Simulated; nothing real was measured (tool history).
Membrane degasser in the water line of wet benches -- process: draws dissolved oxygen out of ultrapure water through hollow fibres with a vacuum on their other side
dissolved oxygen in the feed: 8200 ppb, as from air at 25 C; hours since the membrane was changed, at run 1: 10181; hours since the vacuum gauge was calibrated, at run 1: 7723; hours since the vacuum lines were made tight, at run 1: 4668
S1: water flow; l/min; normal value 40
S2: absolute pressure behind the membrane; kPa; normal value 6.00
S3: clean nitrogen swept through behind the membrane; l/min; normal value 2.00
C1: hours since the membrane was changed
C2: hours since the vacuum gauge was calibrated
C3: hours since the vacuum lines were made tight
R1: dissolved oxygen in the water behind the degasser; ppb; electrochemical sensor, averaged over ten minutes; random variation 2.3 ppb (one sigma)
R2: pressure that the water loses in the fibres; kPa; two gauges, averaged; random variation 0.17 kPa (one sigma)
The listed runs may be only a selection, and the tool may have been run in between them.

run,hour,S1,S2,S3,C1,C2,C3,R1,R2
1,0.0,40,6.00,2.00,10181,7723,4668,230.4,25.56
2,140.6,40,6.00,2.00,10322,7864,4809,230.8,25.57
3,252.9,40,6.00,2.00,10434,7976,4921,232.8,25.41
4,377.9,40,6.00,2.00,10559,8101,5046,228.0,25.36
5,555.2,40,6.00,2.00,10736,8279,5223,227.2,25.52
6,680.6,40,6.00,2.00,10862,8404,5349,227.5,25.26
# hour 742.7: vacuum gauge calibrated
7,867.5,40,6.00,2.00,11048,125,5535,227.6,25.34
8,1103.9,40,6.00,2.00,11285,361,5772,233.9,25.21
9,1273.6,40,6.00,2.00,11454,531,5941,229.9,25.37
10,1484.0,40,6.00,2.00,11665,741,6152,233.7,25.66
11,1601.8,40,6.00,2.00,11782,859,6269,233.0,25.62
12,1730.1,40,6.00,2.00,11911,987,6398,230.1,25.51
13,1897.8,40,6.00,2.00,12079,1155,6565,234.8,25.66
14,2064.5,40,6.00,2.00,12245,1322,6732,228.7,25.39
15,2283.8,40,6.00,2.00,12464,1541,6951,231.7,25.32
16,2518.8,40,6.00,2.00,12699,1776,7186,232.9,25.53
17,2750.6,40,6.00,2.00,12931,2008,7418,232.3,25.15
18,2992.6,40,6.00,1.67,13173,2250,7660,249.8,25.82
19,3174.5,52,4.37,4.19,13355,2432,7842,228.9,32.86
20,3279.1,52,4.37,4.19,13460,2536,7947,235.2,33.13
21,3412.2,31,9.35,2.19,13593,2670,8080,247.6,19.64
22,3645.8,26,10.78,1.76,13826,2903,8313,279.2,16.69
23,3906.0,40,6.00,2.33,14087,3163,8574,214.2,25.23
24,4079.6,40,13.22,1.88,14260,3337,8747,542.4,25.83
25,4311.0,53,10.35,2.27,14492,3568,8979,550.6,33.84
26,4536.6,53,10.35,2.27,14717,3794,9204,549.1,33.42
27,4769.8,30,6.00,1.27,14951,4027,9438,190.6,18.91
28,4894.8,30,6.00,1.27,15075,4152,9562,191.7,18.95
29,5049.4,32,6.00,0.94,15230,4307,9717,251.7,20.06
30,5244.3,35,6.00,1.29,15425,4502,9912,235.2,22.17
31,5388.7,64,7.73,1.97,15569,4646,10056,590.8,41.12
32,5639.8,31,13.06,1.77,15820,4897,10307,425.7,20.07

Forecast each of these 3 alternatives for the next run:
A,5840.3,27,5.44,3.67,16021,5098,10508,?,?
B,5840.3,48,8.93,4.36,16021,5098,10508,?,?
C,5840.3,57,13.06,1.38,16021,5098,10508,?,?

run,R1,R2
A,76.2,17.16
B,310.0,30.50
C,962.6,36.52
Take away the tool's hidden state, keep each run's random variation, and the runs would have read:
run,R1,R2
A,75.9,17.14
B,309.1,30.47
C,961.5,36.47

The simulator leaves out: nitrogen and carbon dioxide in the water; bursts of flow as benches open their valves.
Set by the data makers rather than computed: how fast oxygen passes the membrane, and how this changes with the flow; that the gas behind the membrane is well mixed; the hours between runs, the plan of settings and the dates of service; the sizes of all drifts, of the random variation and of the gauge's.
